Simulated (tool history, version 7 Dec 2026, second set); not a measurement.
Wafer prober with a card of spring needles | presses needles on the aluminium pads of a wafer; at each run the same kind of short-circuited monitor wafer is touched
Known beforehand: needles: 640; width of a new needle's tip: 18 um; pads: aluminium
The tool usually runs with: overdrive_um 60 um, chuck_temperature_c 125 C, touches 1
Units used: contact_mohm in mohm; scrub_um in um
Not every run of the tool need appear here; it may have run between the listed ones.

{"run": 1, "day": 0.0, "overdrive_um": 60, "chuck_temperature_c": 125, "touches": 1, "contact_mohm": 515, "scrub_um": 15.89}
{"day": 0.192, "done": "tips cleaned on abrasive film"}
{"day": 1.104, "done": "tips cleaned on abrasive film"}
{"run": 2, "day": 1.738, "overdrive_um": 60, "chuck_temperature_c": 125, "touches": 1, "contact_mohm": 515, "scrub_um": 15.78}
{"day": 1.929, "done": "tips cleaned on abrasive film"}
{"day": 2.85, "done": "tips cleaned on abrasive film"}
{"day": 3.75, "done": "tips cleaned on abrasive film"}
{"run": 3, "day": 4.292, "overdrive_um": 60, "chuck_temperature_c": 125, "touches": 1, "contact_mohm": 515, "scrub_um": 15.8}
{"day": 4.667, "done": "tips cleaned on abrasive film"}
{"day": 5.567, "done": "tips cleaned on abrasive film"}
{"day": 6.462, "done": "tips cleaned on abrasive film"}
{"day": 7.208, "done": "tips cleaned on abrasive film"}
{"day": 7.954, "done": "tips cleaned on abrasive film"}
{"run": 4, "day": 8.05, "overdrive_um": 60, "chuck_temperature_c": 125, "touches": 1, "contact_mohm": 403, "scrub_um": 15.68}
{"day": 8.783, "done": "tips cleaned on abrasive film"}
{"day": 8.796, "done": "height of the first contact set anew"}
{"day": 9.729, "done": "tips cleaned on abrasive film"}
{"day": 10.475, "done": "tips cleaned on abrasive film"}
{"run": 5, "day": 10.858, "overdrive_um": 60, "chuck_temperature_c": 125, "touches": 1, "contact_mohm": 490, "scrub_um": 15.98}
{"day": 11.358, "done": "tips cleaned on abrasive film"}
{"day": 12.108, "done": "tips cleaned on abrasive film"}
{"day": 13.021, "done": "tips cleaned on abrasive film"}
{"day": 13.812, "done": "tips cleaned on abrasive film"}
{"run": 6, "day": 13.812, "overdrive_um": 60, "chuck_temperature_c": 85, "touches": 1, "contact_mohm": 298, "scrub_um": 15.84}
{"day": 14.746, "done": "tips cleaned on abrasive film"}
{"day": 15.646, "done": "tips cleaned on abrasive film"}
{"run": 7, "day": 16.333, "overdrive_um": 60, "chuck_temperature_c": 85, "touches": 1, "contact_mohm": 532, "scrub_um": 15.86}
{"day": 16.521, "done": "tips cleaned on abrasive film"}
{"day": 17.429, "done": "tips cleaned on abrasive film"}
{"day": 18.175, "done": "tips cleaned on abrasive film"}
{"run": 8, "day": 18.562, "overdrive_um": 60, "chuck_temperature_c": 125, "touches": 2, "contact_mohm": 422, "scrub_um": 15.78}
{"day": 18.938, "done": "tips cleaned on abrasive film"}
{"day": 19.817, "done": "tips cleaned on abrasive film"}
{"day": 20.679, "done": "tips cleaned on abrasive film"}
{"day": 21.612, "done": "tips cleaned on abrasive film"}
{"run": 9, "day": 22.142, "overdrive_um": 60, "chuck_temperature_c": 125, "touches": 2, "contact_mohm": 421, "scrub_um": 15.74}
{"day": 22.521, "done": "tips cleaned on abrasive film"}
{"day": 23.45, "done": "tips cleaned on abrasive film"}
{"day": 24.354, "done": "tips cleaned on abrasive film"}
{"run": 10, "day": 24.371, "overdrive_um": 60, "chuck_temperature_c": 125, "touches": 1, "contact_mohm": 340, "scrub_um": 15.76}
{"day": 24.571, "done": "height of the first contact set anew"}
{"day": 25.292, "done": "tips cleaned on abrasive film"}
{"day": 26.225, "done": "tips cleaned on abrasive film"}
{"day": 26.971, "done": "tips cleaned on abrasive film"}
{"day": 27.892, "done": "tips cleaned on abrasive film"}
{"run": 11, "day": 28.058, "overdrive_um": 60, "chuck_temperature_c": 125, "touches": 1, "contact_mohm": 434, "scrub_um": 15.96}
{"day": 28.792, "done": "tips cleaned on abrasive film"}
{"day": 29.725, "done": "tips cleaned on abrasive film"}
{"day": 30.646, "done": "tips cleaned on abrasive film"}
{"run": 12, "day": 30.85, "overdrive_um": 60, "chuck_temperature_c": 125, "touches": 1, "contact_mohm": 455, "scrub_um": 15.93}
{"day": 31.4, "done": "tips cleaned on abrasive film"}
{"day": 32.333, "done": "tips cleaned on abrasive film"}
{"day": 33.212, "done": "tips cleaned on abrasive film"}
{"run": 13, "day": 33.212, "overdrive_um": 60, "chuck_temperature_c": 125, "touches": 1, "contact_mohm": 318, "scrub_um": 15.86}
{"day": 33.958, "done": "tips cleaned on abrasive film"}
{"day": 34.825, "done": "tips cleaned on abrasive film"}
{"day": 35.575, "done": "tips cleaned on abrasive film"}
{"run": 14, "day": 35.758, "overdrive_um": 60, "chuck_temperature_c": 125, "touches": 1, "contact_mohm": 456, "scrub_um": 15.82}
{"day": 36.5, "done": "tips cleaned on abrasive film"}
{"day": 37.246, "done": "tips cleaned on abrasive film"}
{"day": 37.996, "done": "tips cleaned on abrasive film"}
{"day": 38.888, "done": "tips cleaned on abrasive film"}
{"run": 15, "day": 39.412, "overdrive_um": 60, "chuck_temperature_c": 125, "touches": 1, "contact_mohm": 522, "scrub_um": 15.76}
{"day": 39.775, "done": "tips cleaned on abrasive film"}
{"day": 40.342, "done": "height of the first contact set anew"}
{"day": 40.692, "done": "tips cleaned on abrasive film"}
{"day": 41.625, "done": "tips cleaned on abrasive film"}
{"day": 42.467, "done": "tips cleaned on abrasive film"}
{"run": 16, "day": 42.467, "overdrive_um": 60, "chuck_temperature_c": 125, "touches": 1, "contact_mohm": 322, "scrub_um": 15.96}
{"day": 43.212, "done": "tips cleaned on abrasive film"}
{"day": 44.121, "done": "tips cleaned on abrasive film"}
{"day": 45.017, "done": "tips cleaned on abrasive film"}
{"run": 17, "day": 45.479, "overdrive_um": 60, "chuck_temperature_c": 125, "touches": 1, "contact_mohm": 506, "scrub_um": 15.94}
{"day": 45.854, "done": "tips cleaned on abrasive film"}
{"day": 46.746, "done": "tips cleaned on abrasive film"}
{"run": 18, "day": 47.158, "overdrive_um": 42, "chuck_temperature_c": 125, "touches": 1, "contact_mohm": 734, "scrub_um": 11.05}
{"day": 47.533, "done": "tips cleaned on abrasive film"}
{"day": 48.033, "done": "card fitted with new needles"}
{"day": 48.958, "done": "tips cleaned on abrasive film"}
{"day": 49.867, "done": "tips cleaned on abrasive film"}
{"day": 50.779, "done": "tips cleaned on abrasive film"}
{"run": 19, "day": 51.188, "overdrive_um": 54, "chuck_temperature_c": 96, "touches": 1, "contact_mohm": 501, "scrub_um": 14.38}
{"day": 51.562, "done": "tips cleaned on abrasive film"}
{"day": 52.308, "done": "tips cleaned on abrasive film"}
{"run": 20, "day": 52.888, "overdrive_um": 55, "chuck_temperature_c": 52, "touches": 3, "contact_mohm": 360, "scrub_um": 14.63}
{"day": 53.071, "done": "tips cleaned on abrasive film"}
{"day": 53.821, "done": "tips cleaned on abrasive film"}
{"day": 54.75, "done": "tips cleaned on abrasive film"}
{"day": 55.5, "done": "tips cleaned on abrasive film"}
{"run": 21, "day": 55.679, "overdrive_um": 55, "chuck_temperature_c": 52, "touches": 3, "contact_mohm": 333, "scrub_um": 14.49}
{"day": 56.392, "done": "tips cleaned on abrasive film"}
{"day": 57.138, "done": "tips cleaned on abrasive film"}
{"day": 58.054, "done": "tips cleaned on abrasive film"}
{"day": 58.971, "done": "tips cleaned on abrasive film"}
{"run": 22, "day": 59.342, "overdrive_um": 55, "chuck_temperature_c": 52, "touches": 3, "contact_mohm": 342, "scrub_um": 14.49}
{"day": 59.792, "done": "tips cleaned on abrasive film"}
{"day": 60.538, "done": "tips cleaned on abrasive film"}
{"run": 23, "day": 61.017, "overdrive_um": 55, "chuck_temperature_c": 52, "touches": 3, "contact_mohm": 362, "scrub_um": 14.47}
{"day": 61.379, "done": "tips cleaned on abrasive film"}
{"day": 62.312, "done": "tips cleaned on abrasive film"}
{"day": 63.246, "done": "tips cleaned on abrasive film"}
{"day": 63.812, "done": "height of the first contact set anew"}
{"day": 64.154, "done": "tips cleaned on abrasive film"}
{"run": 24, "day": 64.154, "overdrive_um": 66, "chuck_temperature_c": 125, "touches": 1, "contact_mohm": 297, "scrub_um": 17.61}
{"day": 65.083, "done": "tips cleaned on abrasive film"}
{"day": 65.829, "done": "tips cleaned on abrasive film"}
{"day": 66.7, "done": "tips cleaned on abrasive film"}
{"run": 25, "day": 66.7, "overdrive_um": 60, "chuck_temperature_c": 125, "touches": 2, "contact_mohm": 308, "scrub_um": 15.91}
{"day": 67.6, "done": "tips cleaned on abrasive film"}
{"day": 68.533, "done": "tips cleaned on abrasive film"}
{"day": 69.467, "done": "tips cleaned on abrasive film"}
{"run": 26, "day": 69.567, "overdrive_um": 60, "chuck_temperature_c": 125, "touches": 2, "contact_mohm": 346, "scrub_um": 15.9}
{"day": 70.296, "done": "tips cleaned on abrasive film"}
{"day": 71.229, "done": "tips cleaned on abrasive film"}
{"day": 72.133, "done": "tips cleaned on abrasive film"}
{"day": 73.042, "done": "tips cleaned on abrasive film"}
{"run": 27, "day": 73.267, "overdrive_um": 79, "chuck_temperature_c": 85, "touches": 2, "contact_mohm": 329, "scrub_um": 20.95}

Each row is a separate what-if for the run after 27, all from the same tool condition, not one after another. Results?
{"day": 73.825, "done": "tips cleaned on abrasive film"}
{"day": 74.75, "done": "tips cleaned on abrasive film"}
{"day": 75.646, "done": "tips cleaned on abrasive film"}
{"run": "A", "day": 75.646, "overdrive_um": 80, "chuck_temperature_c": 125, "touches": 1, "contact_mohm": "?", "scrub_um": "?"}
{"day": 73.825, "done": "tips cleaned on abrasive film"}
{"day": 74.75, "done": "tips cleaned on abrasive film"}
{"day": 75.646, "done": "tips cleaned on abrasive film"}
{"run": "B", "day": 75.646, "overdrive_um": 55, "chuck_temperature_c": 107, "touches": 1, "contact_mohm": "?", "scrub_um": "?"}
{"day": 73.825, "done": "tips cleaned on abrasive film"}
{"day": 74.75, "done": "tips cleaned on abrasive film"}
{"day": 75.646, "done": "tips cleaned on abrasive film"}
{"run": "C", "day": 75.646, "overdrive_um": 45, "chuck_temperature_c": 125, "touches": 1, "contact_mohm": "?", "scrub_um": "?"}
{"day": 73.825, "done": "tips cleaned on abrasive film"}
{"day": 74.75, "done": "tips cleaned on abrasive film"}
{"day": 75.646, "done": "tips cleaned on abrasive film"}
{"run": "D", "day": 75.646, "overdrive_um": 69, "chuck_temperature_c": 52, "touches": 2, "contact_mohm": "?", "scrub_um": "?"}

run=A contact_mohm=297 scrub_um=21.12
run=B contact_mohm=313 scrub_um=14.46
run=C contact_mohm=328 scrub_um=11.8
run=D contact_mohm=279 scrub_um=18.18
Stripped of hidden state, with their random variation kept, the same runs would have yielded:
run=A contact_mohm=287 scrub_um=21.33
run=B contact_mohm=293 scrub_um=14.67
run=C contact_mohm=299 scrub_um=12.01
run=D contact_mohm=270 scrub_um=18.39
